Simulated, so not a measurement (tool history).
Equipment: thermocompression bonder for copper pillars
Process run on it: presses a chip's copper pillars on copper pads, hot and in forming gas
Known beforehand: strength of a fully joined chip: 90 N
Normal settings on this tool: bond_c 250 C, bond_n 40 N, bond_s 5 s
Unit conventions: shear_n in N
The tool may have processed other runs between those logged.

| run | hour | bond_c | bond_n | bond_s | shear_n |
|---|---|---|---|---|---|
| 1 | 0 | 250 | 40 | 5 | 57.6 |
| 2 | 42.1 | 250 | 40 | 11 | 70.4 |
|  | 61.7 | heater calibrated with a thermocouple chip |
| 3 | 90.9 | 250 | 40 | 11 | 65.3 |
| 4 | 132.4 | 250 | 40 | 11 | 64.8 |
| 5 | 182.6 | 250 | 40 | 11 | 64.4 |
| 6 | 238.6 | 250 | 40 | 5 | 52.4 |
| 7 | 316.1 | 250 | 40 | 5 | 52.6 |
| 8 | 388.9 | 250 | 40 | 5 | 52.6 |
|  | 413.3 | forming gas filter changed |
| 9 | 434.3 | 250 | 40 | 5 | 54.3 |
| 10 | 479.5 | 250 | 40 | 5 | 54.2 |
| 11 | 551.5 | 250 | 40 | 3 | 46.3 |
|  | 556.7 | force cell calibrated |
| 12 | 640.8 | 250 | 40 | 5 | 52.9 |
| 13 | 727.4 | 227 | 40 | 4 | 39.6 |
| 14 | 791.4 | 273 | 31 | 5 | 58.5 |
| 15 | 861.4 | 273 | 31 | 5 | 58.7 |
| 16 | 898.9 | 259 | 34 | 5 | 53.5 |
|  | 934.3 | force cell calibrated, once more |
| 17 | 957.8 | 259 | 34 | 5 | 57.5 |
| 18 | 1039.9 | 250 | 40 | 8 | 64.9 |
| 19 | 1094.4 | 246 | 27 | 8 | 54.3 |
| 20 | 1138.1 | 230 | 30 | 5 | 41.5 |
| 21 | 1197.8 | 230 | 30 | 5 | 41.7 |
| 22 | 1236 | 230 | 55 | 5 | 54.3 |

Run 23 comes next. What will it give?
| 23 | 1316.4 | 230 | 55 | 5 | ? |

shear_n: 54.3 N
With the hidden condition absent and the run-to-run variation left alone, this run would have shown shear_n 52.1 N.
